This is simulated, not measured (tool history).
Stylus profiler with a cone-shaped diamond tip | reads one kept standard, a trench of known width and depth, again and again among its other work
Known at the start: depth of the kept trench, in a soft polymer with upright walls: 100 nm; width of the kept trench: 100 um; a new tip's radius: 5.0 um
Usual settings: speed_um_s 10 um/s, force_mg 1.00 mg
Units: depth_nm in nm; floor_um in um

| run | hour | speed_um_s | force_mg | depth_nm | floor_um |
|---|---|---|---|---|---|
| 1 | 0.0 | 10 | 1.00 | 101.22 | 96.87 |
| 2 | 55.5 | 10 | 0.34 | 100.84 | 96.81 |
| 3 | 97.3 | 10 | 0.34 | 100.89 | 96.77 |
| 4 | 138.7 | 31 | 0.34 | 100.89 | 96.47 |
| 5 | 189.7 | 10 | 0.39 | 100.92 | 96.76 |
|  | 213.1 | new tip fitted, height scale calibrated |
| 6 | 252.5 | 10 | 0.39 | 100.41 | 97.85 |
| 7 | 284.9 | 10 | 0.39 | 100.42 | 97.79 |
| 8 | 320.4 | 3 | 1.00 | 100.82 | 97.90 |
|  | 325.4 | height scale calibrated on a step standard |
| 9 | 382.5 | 10 | 1.64 | 101.12 | 97.78 |
| 10 | 434.3 | 10 | 0.42 | 100.43 | 97.71 |
| 11 | 498.2 | 10 | 0.58 | 100.59 | 97.73 |
| 12 | 525.3 | 10 | 1.00 | 100.87 | 97.74 |
|  | 546.7 | height scale calibrated on a step standard, once more |
| 13 | 577.6 | 10 | 1.00 | 100.78 | 97.65 |
| 14 | 616.2 | 10 | 1.00 | 100.71 | 97.65 |
| 15 | 659.2 | 18 | 0.61 | 100.54 | 97.57 |
| 16 | 718.7 | 18 | 0.61 | 100.65 | 97.48 |
| 17 | 751.2 | 18 | 0.61 | 100.56 | 97.44 |
| 18 | 788.9 | 18 | 0.61 | 100.60 | 97.44 |
| 19 | 845.5 | 6 | 0.57 | 100.59 | 97.55 |
| 20 | 875.5 | 6 | 0.57 | 100.59 | 97.57 |
| 21 | 907.2 | 6 | 0.57 | 100.63 | 97.55 |
| 22 | 954.3 | 9 | 1.81 | 101.22 | 97.48 |
| 23 | 994.3 | 16 | 1.81 | 101.20 | 97.40 |
| 24 | 1058.3 | 3 | 0.62 | 100.70 | 97.49 |
| 25 | 1095.2 | 6 | 1.25 | 101.02 | 97.40 |
| 26 | 1129.3 | 6 | 0.43 | 100.52 | 97.40 |
| 27 | 1194.5 | 6 | 0.43 | 100.59 | 97.35 |

4 ways to go on from here, each from the tool as it stands after run 27. What would each give?
| A | 1246.2 | 11 | 0.43 | ? | ? |
| B | 1246.2 | 4 | 1.00 | ? | ? |
| C | 1246.2 | 3 | 0.45 | ? | ? |
| D | 1246.2 | 10 | 2.97 | ? | ? |

| run | depth_nm | floor_um |
|---|---|---|
| A | 100.61 | 97.21 |
| B | 100.92 | 97.35 |
| C | 100.57 | 97.34 |
| D | 101.75 | 97.40 |
Without the tool's hidden state the same runs would have given:
| run | depth_nm | floor_um |
|---|---|---|
| A | 100.42 | 97.82 |
| B | 100.72 | 97.96 |
| C | 100.38 | 97.94 |
| D | 101.56 | 98.01 |

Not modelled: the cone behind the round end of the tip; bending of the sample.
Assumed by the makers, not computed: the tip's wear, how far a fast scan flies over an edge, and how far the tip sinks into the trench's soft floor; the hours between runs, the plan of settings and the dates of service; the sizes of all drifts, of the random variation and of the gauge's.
